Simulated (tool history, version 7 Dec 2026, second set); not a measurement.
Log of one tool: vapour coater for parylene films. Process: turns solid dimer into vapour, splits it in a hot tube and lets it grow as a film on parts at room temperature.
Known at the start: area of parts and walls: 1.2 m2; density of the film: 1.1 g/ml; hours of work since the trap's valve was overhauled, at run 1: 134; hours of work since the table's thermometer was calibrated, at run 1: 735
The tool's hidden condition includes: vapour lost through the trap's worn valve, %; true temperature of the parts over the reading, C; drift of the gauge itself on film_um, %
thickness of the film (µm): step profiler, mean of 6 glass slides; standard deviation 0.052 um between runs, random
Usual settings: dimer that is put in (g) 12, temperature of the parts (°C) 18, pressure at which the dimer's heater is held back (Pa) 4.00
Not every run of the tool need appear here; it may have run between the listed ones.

run	hour	dimer that is put in (g)	temperature of the parts (°C)	pressure at which the dimer's heater is held back (Pa)	hours of work since the trap's valve was overhauled	hours of work since the table's thermometer was calibrated	thickness of the film (µm)
1	0.0	12	18	4.00	134	735	5.76
2	30.9	12	18	4.00	157	759	5.75
3	46.6	14	18	4.00	169	770	6.57
4	64.7	14	18	7.99	183	784	5.63
5	84.3	12	18	7.43	197	798	4.91
6	101.4	12	11	4.00	210	811	7.57
7	120.4	12	18	4.02	224	825	5.61
8	150.7	12	18	8.12	247	848	4.85
9	180.7	12	18	8.12	269	870	4.75
10	197.0	12	18	8.12	281	882	4.72
11	216.8	12	18	4.00	296	897	5.55
12	239.5	14	18	4.00	313	914	6.46
13	259.9	12	18	4.00	328	929	5.45
14	282.7	12	18	4.00	345	946	5.52
15	296.8	12	18	8.56	356	957	4.65
16	310.4	12	18	8.56	366	967	4.69
17	336.4	12	18	8.56	386	987	4.68
18	353.7	12	13	4.00	398	999	6.69
19	371.5	12	18	3.80	412	1013	5.55
20	394.0	12	18	3.80	429	1030	5.52
21	416.4	12	23	4.00	445	1046	4.42
22	439.3	12	23	4.00	462	1063	4.36
23	465.6	12	18	4.00	482	1083	5.39
24	496.7	12	17	2.24	505	1106	6.24
25	522.6	12	22	3.95	525	1126	4.59
26	537.8	12	22	3.95	536	1137	4.53
27	568.8	6	22	4.58	559	1160	2.19
28	585.9	6	22	4.54	572	1173	2.19
29	606.4	6	22	4.54	587	1188	2.18
30	633.1	6	24	4.54	607	1208	1.99
31	647.6	6	13	5.13	618	1219	3.05
# hour 664.4: trap's valve overhauled
32	683.3	17	18	4.00	14	1243	8.22
33	706.6	10	12	4.00	31	1260	6.11
34	728.1	20	12	4.00	48	1276	12.10
# hour 734.4: table's thermometer calibrated
35	747.8	8	14	5.95	61	10	4.19
36	775.9	8	14	5.95	82	31	4.22
37	799.1	8	14	5.95	100	48	4.17
38	816.5	8	14	4.48	113	61	4.49
39	833.1	8	14	8.02	125	74	3.84
40	854.5	5	18	4.00	141	90	2.42
41	886.4	6	18	4.97	165	114	2.71
42	912.1	12	28	4.69	184	133	3.66
43	937.6	16	13	6.74	203	152	8.41
44	956.0	15	19	8.35	217	165	5.86
45	971.6	22	18	2.63	229	177	11.34
46	990.2	7	10	3.25	242	191	4.78

Predict each of these 5 candidate next runs independently; none follows another, all start after run 46:
A	1015.9	7	19	6.72	262	210	?
B	1015.9	13	18	9.80	262	210	?
C	1015.9	7	12	8.99	262	210	?
D	1015.9	7	10	2.46	262	210	?
E	1015.9	6	11	4.00	262	210	?

run	thickness of the film (µm)
A	2.83
B	5.08
C	3.63
D	5.03
E	3.75
What these runs would have given with no unlogged condition in the tool:
run	thickness of the film (µm)
A	2.97
B	5.32
C	3.79
D	5.20
E	3.93

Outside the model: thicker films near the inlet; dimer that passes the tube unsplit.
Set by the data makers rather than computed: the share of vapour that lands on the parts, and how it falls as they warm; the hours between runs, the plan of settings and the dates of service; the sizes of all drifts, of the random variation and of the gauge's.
